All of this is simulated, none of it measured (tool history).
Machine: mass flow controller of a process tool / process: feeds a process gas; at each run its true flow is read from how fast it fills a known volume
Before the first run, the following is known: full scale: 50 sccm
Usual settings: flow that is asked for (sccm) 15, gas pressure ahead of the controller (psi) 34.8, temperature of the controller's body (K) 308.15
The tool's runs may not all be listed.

run	hour	flow that is asked for (sccm)	gas pressure ahead of the controller (psi)	temperature of the controller's body (K)	true flow (%)
1	0	15	34.8	308.15	99.03
2	86.5	15	34.8	308.15	99.01
3	146.8	15	34.8	308.15	98.98
4	229.6	44	34.8	308.15	100.89
5	273.6	44	34.8	308.15	100.97
6	321.8	15	34.8	306.15	98.77
7	405.5	15	36.7	308.15	98.87
8	491.8	15	21.6	308.15	99.24
9	536.7	15	34.8	308.15	98.8
10	604.6	15	34.8	308.15	98.88

The next listed run, before its measurement:
11	651.2	41	34.8	308.15	?

{"run 11": {"true flow (%)": 100.88}}
If the tool had no hidden condition, the same run with the same run-to-run variation would have returned true flow (%) 100.65.
